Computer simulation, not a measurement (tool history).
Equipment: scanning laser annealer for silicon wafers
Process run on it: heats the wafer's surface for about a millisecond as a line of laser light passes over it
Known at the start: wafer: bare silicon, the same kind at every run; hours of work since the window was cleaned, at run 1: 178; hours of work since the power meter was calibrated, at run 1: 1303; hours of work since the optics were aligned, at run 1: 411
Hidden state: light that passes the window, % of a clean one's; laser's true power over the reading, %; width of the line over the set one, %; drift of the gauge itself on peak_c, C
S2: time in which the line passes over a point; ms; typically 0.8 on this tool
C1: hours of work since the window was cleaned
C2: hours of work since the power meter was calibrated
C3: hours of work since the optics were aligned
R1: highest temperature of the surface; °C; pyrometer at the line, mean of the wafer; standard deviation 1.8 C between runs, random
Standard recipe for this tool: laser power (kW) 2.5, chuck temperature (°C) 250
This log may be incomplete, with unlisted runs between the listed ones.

Run 1, day 0: usual settings; C1 178; C2 1303; C3 411. Result: R1 1011 °C.
Run 2, day 1.104: usual settings; C1 197; C2 1322; C3 430. Result: R1 1013 °C.
Run 3, day 2.65: usual settings; C1 224; C2 1349; C3 457. Result: R1 1012 °C.
Run 4, day 3.842: usual settings; C1 245; C2 1370; C3 478. Result: R1 1009 °C.
Run 5, day 5.158: usual settings; C1 268; C2 1393; C3 501. Result: R1 1013 °C.
Run 6, day 7.121: usual settings but laser power (kW) 2.417; C1 302; C2 1428; C3 536. Result: R1 979 °C.
Run 7, day 8.162: usual settings but laser power (kW) 2.417; C1 321; C2 1446; C3 554. Result: R1 979 °C.
Run 8, day 10.104: usual settings but S2 0.612 ms; C1 355; C2 1480; C3 588. Result: R1 901 °C.
At day 11.125: window over the wafer cleaned.
Run 9, day 11.858: usual settings but S2 0.612 ms; C1 13; C2 1509; C3 617. Result: R1 904 °C.
Run 10, day 13.021: usual settings but S2 0.575 ms; C1 33; C2 1529; C3 637. Result: R1 880 °C.
Run 11, day 14.725: usual settings but laser power (kW) 2.647; C1 63; C2 1559; C3 667. Result: R1 1074 °C.
Run 12, day 16.367: usual settings but laser power (kW) 2.237, chuck temperature (°C) 287; C1 92; C2 1588; C3 696. Result: R1 945 °C.
Run 13, day 17.292: usual settings but laser power (kW) 2.457, chuck temperature (°C) 265; C1 108; C2 1604; C3 712. Result: R1 1014 °C.
Run 14, day 19.192: usual settings but laser power (kW) 2.457, chuck temperature (°C) 265; C1 141; C2 1637; C3 745. Result: R1 1010 °C.
Run 15, day 20.746: usual settings but laser power (kW) 2.649, S2 0.573 ms, chuck temperature (°C) 265; C1 168; C2 1664; C3 772. Result: R1 941 °C.
Run 16, day 22.029: usual settings but laser power (kW) 2.649, S2 0.573 ms, chuck temperature (°C) 265; C1 191; C2 1687; C3 795. Result: R1 943 °C.
Run 17, day 23.629: usual settings but laser power (kW) 2.542, S2 0.568 ms, chuck temperature (°C) 213; C1 219; C2 1715; C3 823. Result: R1 852 °C.
Run 18, day 25.15: usual settings but laser power (kW) 2.542, S2 0.568 ms, chuck temperature (°C) 213; C1 245; C2 1742; C3 850. Result: R1 852 °C.
Run 19, day 26.146: usual settings but laser power (kW) 2.542, S2 0.568 ms, chuck temperature (°C) 213; C1 263; C2 1759; C3 867. Result: R1 850 °C.
Run 20, day 27.012: usual settings but laser power (kW) 2.542, S2 0.633 ms, chuck temperature (°C) 252; C1 278; C2 1774; C3 882. Result: R1 930 °C.
Run 21, day 28.492: usual settings but laser power (kW) 2.542, S2 0.633 ms, chuck temperature (°C) 252; C1 304; C2 1800; C3 908. Result: R1 932 °C.
Run 22, day 29.342: usual settings but laser power (kW) 2.542, S2 0.633 ms, chuck temperature (°C) 252; C1 319; C2 1815; C3 923. Result: R1 935 °C.

What if the next run were any one of these 3? Each begins from the tool's condition after run 22:
Run A, day 30.679: usual settings but laser power (kW) 2.542, S2 0.783 ms, chuck temperature (°C) 252; C1 342; C2 1838; C3 946. Result: R1 ?.
Run B, day 30.679: usual settings but laser power (kW) 2.392, S2 0.869 ms; C1 342; C2 1838; C3 946. Result: R1 ?.
Run C, day 30.679: usual settings but laser power (kW) 2.26; C1 342; C2 1838; C3 946. Result: R1 ?.

run    R1
  A  1022
  B  1004
  C   917
The same runs, with their run-to-run variation unchanged, on a tool lacking any hidden condition would have given:
run    R1
  A  1023
  B  1005
  C   918
